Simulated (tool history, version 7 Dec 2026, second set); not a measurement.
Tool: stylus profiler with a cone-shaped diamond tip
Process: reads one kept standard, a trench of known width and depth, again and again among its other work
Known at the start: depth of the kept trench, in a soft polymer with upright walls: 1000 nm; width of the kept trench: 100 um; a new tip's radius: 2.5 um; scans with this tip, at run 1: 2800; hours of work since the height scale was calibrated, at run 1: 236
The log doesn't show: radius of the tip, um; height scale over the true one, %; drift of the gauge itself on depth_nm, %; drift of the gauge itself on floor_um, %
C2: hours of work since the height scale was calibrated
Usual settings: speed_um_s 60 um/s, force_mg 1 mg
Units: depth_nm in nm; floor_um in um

run 1 day=0 | speed_um_s=60 force_mg=1 | scans_with_this_tip=2800 C2=236 | depth_nm=1007 floor_um=95.24
run 2 day=1.033 | speed_um_s=60 force_mg=1.13 | scans_with_this_tip=3008 C2=254 | depth_nm=1007.79 floor_um=95.21
run 3 day=1.633 | speed_um_s=60 force_mg=1 | scans_with_this_tip=3129 C2=264 | depth_nm=1006.77 floor_um=95.19
run 4 day=2.912 | speed_um_s=60 force_mg=1 | scans_with_this_tip=3387 C2=286 | depth_nm=1007.33 floor_um=95.17
run 5 day=3.654 | speed_um_s=60 force_mg=1 | scans_with_this_tip=3536 C2=299 | depth_nm=1006.95 floor_um=95.16
run 6 day=4.675 | speed_um_s=60 force_mg=1 | scans_with_this_tip=3742 C2=316 | depth_nm=1007.07 floor_um=95.18
run 7 day=5.908 | speed_um_s=60 force_mg=1 | scans_with_this_tip=3990 C2=337 | depth_nm=1007.57 floor_um=95.06
run 8 day=6.821 | speed_um_s=60 force_mg=1 | scans_with_this_tip=4174 C2=352 | depth_nm=1007.49 floor_um=95.1
run 9 day=7.479 | speed_um_s=26 force_mg=1.82 | scans_with_this_tip=4307 C2=364 | depth_nm=1010.76 floor_um=95.31
run 10 day=8.471 | speed_um_s=26 force_mg=2.11 | scans_with_this_tip=4507 C2=380 | depth_nm=1011.41 floor_um=95.32
run 11 day=9.304 | speed_um_s=26 force_mg=2.11 | scans_with_this_tip=4675 C2=395 | depth_nm=1011.34 floor_um=95.27
run 12 day=10.471 | speed_um_s=41 force_mg=2.81 | scans_with_this_tip=4910 C2=415 | depth_nm=1013.29 floor_um=95.25
run 13 day=11.567 | speed_um_s=41 force_mg=2.81 | scans_with_this_tip=5131 C2=433 | depth_nm=1014.11 floor_um=95.17
run 14 day=12.488 | speed_um_s=60 force_mg=0.7 | scans_with_this_tip=5316 C2=449 | depth_nm=1006.13 floor_um=94.83
run 15 day=13.379 | speed_um_s=17 force_mg=0.74 | scans_with_this_tip=5496 C2=464 | depth_nm=1006.86 floor_um=95.1
run 16 day=14.475 | speed_um_s=45 force_mg=0.39 | scans_with_this_tip=5716 C2=483 | depth_nm=1004.69 floor_um=94.8

Forecast each of these 5 alternatives for the next run:
run A day=15.05 | speed_um_s=45 force_mg=0.36 | scans_with_this_tip=5833 C2=492 | depth_nm=? floor_um=?
run B day=15.05 | speed_um_s=176 force_mg=0.35 | scans_with_this_tip=5833 C2=492 | depth_nm=? floor_um=?
run C day=15.05 | speed_um_s=53 force_mg=0.39 | scans_with_this_tip=5833 C2=492 | depth_nm=? floor_um=?
run D day=15.05 | speed_um_s=111 force_mg=0.36 | scans_with_this_tip=5833 C2=492 | depth_nm=? floor_um=?
run E day=15.05 | speed_um_s=141 force_mg=2.87 | scans_with_this_tip=5833 C2=492 | depth_nm=? floor_um=?

run=A depth_nm=1005.3 floor_um=94.8
run=B depth_nm=1004.36 floor_um=93.37
run=C depth_nm=1004.93 floor_um=94.68
run=D depth_nm=1004.9 floor_um=94.05
run=E depth_nm=1014.04 floor_um=94.66
Without the tool's hidden state the same runs would have given:
run=A depth_nm=1003.8 floor_um=95.56
run=B depth_nm=1002.86 floor_um=94.13
run=C depth_nm=1003.43 floor_um=95.44
run=D depth_nm=1003.4 floor_um=94.82
run=E depth_nm=1012.53 floor_um=95.42

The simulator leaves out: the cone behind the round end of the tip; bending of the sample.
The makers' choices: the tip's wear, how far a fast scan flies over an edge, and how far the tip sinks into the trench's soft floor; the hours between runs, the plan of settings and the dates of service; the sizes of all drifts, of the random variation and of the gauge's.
